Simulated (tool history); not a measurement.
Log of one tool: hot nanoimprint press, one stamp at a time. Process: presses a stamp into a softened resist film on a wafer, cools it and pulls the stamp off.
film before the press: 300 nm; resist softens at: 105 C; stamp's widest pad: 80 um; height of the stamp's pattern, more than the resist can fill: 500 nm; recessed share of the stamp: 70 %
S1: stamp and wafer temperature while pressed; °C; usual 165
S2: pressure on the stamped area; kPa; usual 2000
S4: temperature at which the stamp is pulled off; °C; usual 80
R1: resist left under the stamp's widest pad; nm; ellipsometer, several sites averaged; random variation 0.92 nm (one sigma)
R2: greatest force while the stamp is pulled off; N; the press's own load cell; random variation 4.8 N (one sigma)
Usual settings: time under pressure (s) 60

Run 1, hour 0.0: usual settings. Result: R1 166.8 nm, R2 231 N.
Run 2, hour 43.0: usual settings. Result: R1 168.3 nm, R2 233 N.
Run 3, hour 96.0: usual settings. Result: R1 169.1 nm, R2 234 N.
Run 4, hour 133.5: usual settings but time under pressure (s) 47. Result: R1 177.7 nm, R2 236 N.
Run 5, hour 170.4: usual settings but time under pressure (s) 47. Result: R1 178.5 nm, R2 236 N.
Run 6, hour 236.1: usual settings but time under pressure (s) 47. Result: R1 178.3 nm, R2 234 N.
Run 7, hour 284.2: usual settings but time under pressure (s) 47. Result: R1 178.8 nm, R2 230 N.
At hour 354.2: stamp cleaned and given a new release coat.
Run 8, hour 355.4: usual settings but time under pressure (s) 47. Result: R1 178.7 nm, R2 228 N.
Run 9, hour 387.6: usual settings but time under pressure (s) 47. Result: R1 176.8 nm, R2 221 N.
Run 10, hour 440.0: usual settings but time under pressure (s) 47. Result: R1 178.4 nm, R2 225 N.
Run 11, hour 493.9: usual settings but time under pressure (s) 47. Result: R1 177.0 nm, R2 238 N.
At hour 517.6: press's hydraulic seals changed and the load cell set to zero.
Run 12, hour 555.7: usual settings but time under pressure (s) 47. Result: R1 176.9 nm, R2 230 N.
Run 13, hour 622.6: usual settings but time under pressure (s) 47. Result: R1 177.0 nm, R2 239 N.
Run 14, hour 660.6: usual settings but S2 1700 kPa, time under pressure (s) 38, S4 77 °C. Result: R1 199.6 nm, R2 260 N.
Run 15, hour 716.2: usual settings but time under pressure (s) 74, S4 88 °C. Result: R1 156.6 nm, R2 212 N.
At hour 755.6: plate thermocouple calibrated.
Run 16, hour 778.4: usual settings but S1 169 °C, S2 1210 kPa, time under pressure (s) 62, S4 88 °C. Result: R1 181.1 nm, R2 207 N.
Run 17, hour 811.3: usual settings but S1 164 °C, S2 2280 kPa, time under pressure (s) 71, S4 88 °C. Result: R1 149.9 nm, R2 208 N.
Run 18, hour 853.6: usual settings but S1 164 °C, S2 2280 kPa, time under pressure (s) 62, S4 88 °C. Result: R1 158.2 nm, R2 209 N.
At hour 873.1: gauge calibrated.
Run 19, hour 910.1: usual settings but S1 164 °C, S2 2280 kPa, time under pressure (s) 62, S4 88 °C. Result: R1 162.2 nm, R2 201 N.
Run 20, hour 975.2: usual settings but S1 164 °C, S2 2280 kPa, time under pressure (s) 62, S4 88 °C. Result: R1 162.0 nm, R2 207 N.
At hour 1034.1: stamp cleaned and given a new release coat.
Run 21, hour 1046.6: usual settings but S1 174 °C, S2 1500 kPa, time under pressure (s) 108, S4 78 °C. Result: R1 118.4 nm, R2 250 N.
Run 22, hour 1111.0: usual settings but S1 174 °C, S2 1500 kPa, time under pressure (s) 108, S4 78 °C. Result: R1 118.3 nm, R2 248 N.
Run 23, hour 1160.6: usual settings but S1 164 °C, S2 1950 kPa, time under pressure (s) 117, S4 72 °C. Result: R1 143.3 nm, R2 252 N.
Run 24, hour 1222.1: usual settings but S1 173 °C. Result: R1 125.3 nm, R2 235 N.
Run 25, hour 1262.4: usual settings but S1 173 °C. Result: R1 125.8 nm, R2 236 N.
Run 26, hour 1297.6: usual settings but S1 167 °C, S2 1500 kPa. Result: R1 179.8 nm, R2 233 N.

3 ways to go on from here, each from the tool as it stands after run 26. What would each give?
Run A, hour 1347.6: usual settings but S2 1240 kPa, time under pressure (s) 110, S4 86 °C. Result: R1 ?, R2 ?.
Run B, hour 1347.6: usual settings but S4 87 °C. Result: R1 ?, R2 ?.
Run C, hour 1347.6: usual settings but S1 158 °C, S2 1500 kPa, S4 85 °C. Result: R1 ?, R2 ?.

run     R1   R2
  A  177.3  204
  B  166.1  205
  C  231.0  215
Without the tool's hidden state the same runs would have given:
run     R1   R2
  A  180.0  204
  B  168.6  204
  C  234.6  214
